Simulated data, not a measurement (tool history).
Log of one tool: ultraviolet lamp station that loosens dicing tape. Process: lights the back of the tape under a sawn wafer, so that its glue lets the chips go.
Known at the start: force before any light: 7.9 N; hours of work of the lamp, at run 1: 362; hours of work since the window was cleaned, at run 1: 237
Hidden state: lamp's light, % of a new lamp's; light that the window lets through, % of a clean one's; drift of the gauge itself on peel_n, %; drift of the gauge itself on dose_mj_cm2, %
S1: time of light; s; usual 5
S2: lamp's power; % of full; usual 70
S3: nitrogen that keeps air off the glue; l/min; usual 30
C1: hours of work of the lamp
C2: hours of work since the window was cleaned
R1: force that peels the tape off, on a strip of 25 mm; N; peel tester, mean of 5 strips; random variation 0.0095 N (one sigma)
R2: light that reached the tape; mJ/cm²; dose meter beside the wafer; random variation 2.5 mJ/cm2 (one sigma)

| run | hour | S1 | S2 | S3 | C1 | C2 | R1 | R2 |
|---|---|---|---|---|---|---|---|---|
| 1 | 0.0 | 5 | 70 | 30 | 362 | 237 | 0.509 | 277 |
| 2 | 28.3 | 8 | 70 | 30 | 382 | 257 | 0.188 | 439 |
| 3 | 70.1 | 8 | 70 | 30 | 413 | 288 | 0.184 | 437 |
| 4 | 132.6 | 8 | 70 | 30 | 458 | 333 | 0.197 | 431 |
| 5 | 161.7 | 5 | 70 | 30 | 479 | 355 | 0.537 | 271 |
| 6 | 222.9 | 5 | 70 | 30 | 524 | 399 | 0.541 | 265 |
| 7 | 281.9 | 5 | 70 | 30 | 567 | 442 | 0.558 | 265 |
|  | 326.7 | window cleaned of glue's vapour |
| 8 | 335.1 | 5 | 70 | 30 | 605 | 6 | 0.507 | 269 |
| 9 | 366.3 | 5 | 70 | 30 | 628 | 29 | 0.519 | 270 |
| 10 | 412.9 | 4 | 70 | 30 | 662 | 63 | 0.842 | 209 |
| 11 | 474.7 | 4 | 70 | 30 | 707 | 108 | 0.894 | 209 |
| 12 | 527.8 | 4 | 70 | 30 | 746 | 146 | 0.883 | 210 |
| 13 | 587.3 | 2 | 60 | 47 | 789 | 190 | 2.707 | 89 |
| 14 | 642.7 | 2 | 60 | 47 | 829 | 230 | 2.843 | 88 |
| 15 | 675.6 | 2 | 60 | 13 | 853 | 254 | 3.835 | 87 |
| 16 | 734.5 | 2 | 60 | 13 | 896 | 297 | 3.997 | 90 |
| 17 | 760.4 | 10 | 83 | 28 | 915 | 316 | 0.148 | 594 |

Forecast each of these 4 alternatives for the next run:
| A | 813.3 | 9 | 74 | 33 | 953 | 354 | ? | ? |
| B | 813.3 | 6 | 83 | 59 | 953 | 354 | ? | ? |
| C | 813.3 | 5 | 75 | 21 | 953 | 354 | ? | ? |
| D | 813.3 | 5 | 70 | 30 | 953 | 354 | ? | ? |

| run | R1 | R2 |
|---|---|---|
| A | 0.161 | 477 |
| B | 0.204 | 347 |
| C | 0.680 | 264 |
| D | 0.626 | 247 |
Without the tool's hidden state the same runs would have given:
| run | R1 | R2 |
|---|---|---|
| A | 0.135 | 584 |
| B | 0.155 | 427 |
| C | 0.432 | 324 |
| D | 0.395 | 303 |

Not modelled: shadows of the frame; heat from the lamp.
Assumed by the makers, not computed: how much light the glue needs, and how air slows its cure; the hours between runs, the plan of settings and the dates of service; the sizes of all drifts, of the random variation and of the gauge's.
